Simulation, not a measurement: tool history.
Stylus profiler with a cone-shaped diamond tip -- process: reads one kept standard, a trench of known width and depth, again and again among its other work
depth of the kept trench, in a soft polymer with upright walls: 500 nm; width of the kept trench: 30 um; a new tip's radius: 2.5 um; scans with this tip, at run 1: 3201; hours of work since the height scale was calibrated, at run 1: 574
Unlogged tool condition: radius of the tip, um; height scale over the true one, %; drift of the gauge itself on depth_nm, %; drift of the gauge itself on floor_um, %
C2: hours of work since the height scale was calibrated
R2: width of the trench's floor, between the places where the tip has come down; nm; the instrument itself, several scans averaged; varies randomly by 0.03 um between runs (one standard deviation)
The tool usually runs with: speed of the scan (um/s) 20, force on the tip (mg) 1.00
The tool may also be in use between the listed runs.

run 1 hour=0.0 | speed_of_the_scan_(um/s)=20 force_on_the_tip_(mg)=1.00 | scans_with_this_tip=3201 C2=574 | depth_of_the_trench_(Å)=5047.0 R2=26840
run 2 hour=9.7 | speed_of_the_scan_(um/s)=20 force_on_the_tip_(mg)=1.00 | scans_with_this_tip=3231 C2=580 | depth_of_the_trench_(Å)=5046.4 R2=26840
run 3 hour=23.8 | speed_of_the_scan_(um/s)=20 force_on_the_tip_(mg)=1.00 | scans_with_this_tip=3275 C2=587 | depth_of_the_trench_(Å)=5045.2 R2=26850
run 4 hour=33.7 | speed_of_the_scan_(um/s)=20 force_on_the_tip_(mg)=1.00 | scans_with_this_tip=3306 C2=593 | depth_of_the_trench_(Å)=5045.5 R2=26910
run 5 hour=48.1 | speed_of_the_scan_(um/s)=9 force_on_the_tip_(mg)=1.00 | scans_with_this_tip=3351 C2=601 | depth_of_the_trench_(Å)=5047.2 R2=27020
run 6 hour=59.2 | speed_of_the_scan_(um/s)=20 force_on_the_tip_(mg)=1.00 | scans_with_this_tip=3386 C2=607 | depth_of_the_trench_(Å)=5046.7 R2=26830
run 7 hour=70.0 | speed_of_the_scan_(um/s)=20 force_on_the_tip_(mg)=1.00 | scans_with_this_tip=3419 C2=613 | depth_of_the_trench_(Å)=5046.6 R2=26830
run 8 hour=83.9 | speed_of_the_scan_(um/s)=20 force_on_the_tip_(mg)=1.00 | scans_with_this_tip=3463 C2=621 | depth_of_the_trench_(Å)=5044.9 R2=26860
run 9 hour=95.1 | speed_of_the_scan_(um/s)=20 force_on_the_tip_(mg)=1.00 | scans_with_this_tip=3498 C2=627 | depth_of_the_trench_(Å)=5044.6 R2=26860
run 10 hour=104.8 | speed_of_the_scan_(um/s)=14 force_on_the_tip_(mg)=1.00 | scans_with_this_tip=3528 C2=633 | depth_of_the_trench_(Å)=5044.3 R2=26890
run 11 hour=117.7 | speed_of_the_scan_(um/s)=14 force_on_the_tip_(mg)=1.00 | scans_with_this_tip=3568 C2=640 | depth_of_the_trench_(Å)=5047.6 R2=26930
run 12 hour=127.3 | speed_of_the_scan_(um/s)=14 force_on_the_tip_(mg)=1.00 | scans_with_this_tip=3598 C2=645 | depth_of_the_trench_(Å)=5046.3 R2=26920
run 13 hour=138.8 | speed_of_the_scan_(um/s)=20 force_on_the_tip_(mg)=1.32 | scans_with_this_tip=3634 C2=652 | depth_of_the_trench_(Å)=5055.5 R2=26850
run 14 hour=148.7 | speed_of_the_scan_(um/s)=20 force_on_the_tip_(mg)=2.93 | scans_with_this_tip=3665 C2=657 | depth_of_the_trench_(Å)=5091.5 R2=26890
run 15 hour=160.8 | speed_of_the_scan_(um/s)=20 force_on_the_tip_(mg)=2.93 | scans_with_this_tip=3702 C2=664 | depth_of_the_trench_(Å)=5091.3 R2=26890
run 16 hour=175.9 | speed_of_the_scan_(um/s)=8 force_on_the_tip_(mg)=2.93 | scans_with_this_tip=3749 C2=672 | depth_of_the_trench_(Å)=5091.4 R2=26940
run 17 hour=184.9 | speed_of_the_scan_(um/s)=37 force_on_the_tip_(mg)=1.00 | scans_with_this_tip=3778 C2=678 | depth_of_the_trench_(Å)=5047.0 R2=26750
run 18 hour=196.1 | speed_of_the_scan_(um/s)=37 force_on_the_tip_(mg)=1.00 | scans_with_this_tip=3812 C2=684 | depth_of_the_trench_(Å)=5045.4 R2=26720
run 19 hour=208.8 | speed_of_the_scan_(um/s)=37 force_on_the_tip_(mg)=1.00 | scans_with_this_tip=3852 C2=691 | depth_of_the_trench_(Å)=5044.0 R2=26720
run 20 hour=222.1 | speed_of_the_scan_(um/s)=37 force_on_the_tip_(mg)=1.00 | scans_with_this_tip=3893 C2=698 | depth_of_the_trench_(Å)=5043.2 R2=26790
run 21 hour=235.5 | speed_of_the_scan_(um/s)=37 force_on_the_tip_(mg)=1.00 | scans_with_this_tip=3935 C2=706 | depth_of_the_trench_(Å)=5044.2 R2=26790
run 22 hour=250.8 | speed_of_the_scan_(um/s)=20 force_on_the_tip_(mg)=1.09 | scans_with_this_tip=3983 C2=714 | depth_of_the_trench_(Å)=5051.5 R2=26840
run 23 hour=260.6 | speed_of_the_scan_(um/s)=20 force_on_the_tip_(mg)=0.42 | scans_with_this_tip=4013 C2=720 | depth_of_the_trench_(Å)=5024.6 R2=26730
run 24 hour=271.4 | speed_of_the_scan_(um/s)=34 force_on_the_tip_(mg)=1.00 | scans_with_this_tip=4047 C2=726 | depth_of_the_trench_(Å)=5042.7 R2=26750
run 25 hour=285.6 | speed_of_the_scan_(um/s)=34 force_on_the_tip_(mg)=1.00 | scans_with_this_tip=4091 C2=734 | depth_of_the_trench_(Å)=5043.1 R2=26710
run 26 hour=299.0 | speed_of_the_scan_(um/s)=20 force_on_the_tip_(mg)=0.56 | scans_with_this_tip=4133 C2=741 | depth_of_the_trench_(Å)=5029.1 R2=26770
run 27 hour=305.9 | speed_of_the_scan_(um/s)=79 force_on_the_tip_(mg)=0.95 | scans_with_this_tip=4155 C2=745 | depth_of_the_trench_(Å)=5041.0 R2=26450
run 28 hour=317.3 | speed_of_the_scan_(um/s)=20 force_on_the_tip_(mg)=0.83 | scans_with_this_tip=4190 C2=752 | depth_of_the_trench_(Å)=5039.1 R2=26820
run 29 hour=331.4 | speed_of_the_scan_(um/s)=20 force_on_the_tip_(mg)=0.83 | scans_with_this_tip=4234 C2=759 | depth_of_the_trench_(Å)=5038.4 R2=26910
run 30 hour=343.4 | speed_of_the_scan_(um/s)=9 force_on_the_tip_(mg)=0.69 | scans_with_this_tip=4271 C2=766 | depth_of_the_trench_(Å)=5035.3 R2=26860
run 31 hour=355.6 | speed_of_the_scan_(um/s)=9 force_on_the_tip_(mg)=0.35 | scans_with_this_tip=4309 C2=773 | depth_of_the_trench_(Å)=5023.2 R2=26920
run 32 hour=363.4 | speed_of_the_scan_(um/s)=9 force_on_the_tip_(mg)=0.93 | scans_with_this_tip=4334 C2=777 | depth_of_the_trench_(Å)=5043.2 R2=26890
run 33 hour=374.0 | speed_of_the_scan_(um/s)=9 force_on_the_tip_(mg)=0.93 | scans_with_this_tip=4367 C2=783 | depth_of_the_trench_(Å)=5043.6 R2=26910
run 34 hour=384.9 | speed_of_the_scan_(um/s)=9 force_on_the_tip_(mg)=0.93 | scans_with_this_tip=4401 C2=789 | depth_of_the_trench_(Å)=5044.4 R2=26940
run 35 hour=392.4 | speed_of_the_scan_(um/s)=9 force_on_the_tip_(mg)=0.93 | scans_with_this_tip=4424 C2=794 | depth_of_the_trench_(Å)=5041.7 R2=26930
run 36 hour=398.9 | speed_of_the_scan_(um/s)=9 force_on_the_tip_(mg)=0.93 | scans_with_this_tip=4444 C2=797 | depth_of_the_trench_(Å)=5044.2 R2=26950
run 37 hour=408.7 | speed_of_the_scan_(um/s)=72 force_on_the_tip_(mg)=0.94 | scans_with_this_tip=4475 C2=803 | depth_of_the_trench_(Å)=5043.2 R2=26470
run 38 hour=423.8 | speed_of_the_scan_(um/s)=10 force_on_the_tip_(mg)=0.53 | scans_with_this_tip=4522 C2=811 | depth_of_the_trench_(Å)=5028.0 R2=26930
run 39 hour=431.3 | speed_of_the_scan_(um/s)=10 force_on_the_tip_(mg)=0.53 | scans_with_this_tip=4545 C2=815 | depth_of_the_trench_(Å)=5030.3 R2=26880
run 40 hour=440.7 | speed_of_the_scan_(um/s)=6 force_on_the_tip_(mg)=0.37 | scans_with_this_tip=4575 C2=821 | depth_of_the_trench_(Å)=5024.3 R2=26960
run 41 hour=454.0 | speed_of_the_scan_(um/s)=66 force_on_the_tip_(mg)=2.77 | scans_with_this_tip=4616 C2=828 | depth_of_the_trench_(Å)=5087.0 R2=26710
run 42 hour=462.5 | speed_of_the_scan_(um/s)=38 force_on_the_tip_(mg)=0.65 | scans_with_this_tip=4643 C2=833 | depth_of_the_trench_(Å)=5033.4 R2=26680
run 43 hour=472.1 | speed_of_the_scan_(um/s)=38 force_on_the_tip_(mg)=1.09 | scans_with_this_tip=4673 C2=838 | depth_of_the_trench_(Å)=5048.3 R2=26750
run 44 hour=485.1 | speed_of_the_scan_(um/s)=9 force_on_the_tip_(mg)=1.00 | scans_with_this_tip=4713 C2=845 | depth_of_the_trench_(Å)=5042.7 R2=26890
run 45 hour=498.4 | speed_of_the_scan_(um/s)=9 force_on_the_tip_(mg)=1.00 | scans_with_this_tip=4755 C2=853 | depth_of_the_trench_(Å)=5044.1 R2=26950
run 46 hour=511.7 | speed_of_the_scan_(um/s)=9 force_on_the_tip_(mg)=1.00 | scans_with_this_tip=4796 C2=860 | depth_of_the_trench_(Å)=5044.5 R2=26890
run 47 hour=526.8 | speed_of_the_scan_(um/s)=55 force_on_the_tip_(mg)=1.69 | scans_with_this_tip=4843 C2=869 | depth_of_the_trench_(Å)=5062.7 R2=26760
run 48 hour=539.3 | speed_of_the_scan_(um/s)=55 force_on_the_tip_(mg)=1.69 | scans_with_this_tip=4882 C2=876 | depth_of_the_trench_(Å)=5063.1 R2=26710

Consider 3 possible next runs. They are alternatives, not a sequence: every one starts from the tool as it was left by run 48. What does each give?
run A hour=548.7 | speed_of_the_scan_(um/s)=7 force_on_the_tip_(mg)=0.57 | scans_with_this_tip=4911 C2=881 | depth_of_the_trench_(Å)=? R2=?
run B hour=548.7 | speed_of_the_scan_(um/s)=34 force_on_the_tip_(mg)=1.00 | scans_with_this_tip=4911 C2=881 | depth_of_the_trench_(Å)=? R2=?
run C hour=548.7 | speed_of_the_scan_(um/s)=20 force_on_the_tip_(mg)=1.69 | scans_with_this_tip=4911 C2=881 | depth_of_the_trench_(Å)=? R2=?

run=A depth_of_the_trench_(Å)=5030.3 R2=26970
run=B depth_of_the_trench_(Å)=5045.0 R2=26730
run=C depth_of_the_trench_(Å)=5062.2 R2=26870
Without the tool's unlogged condition, the same runs would have read:
run=A depth_of_the_trench_(Å)=5030.4 R2=26990
run=B depth_of_the_trench_(Å)=5045.1 R2=26750
run=C depth_of_the_trench_(Å)=5062.2 R2=26890
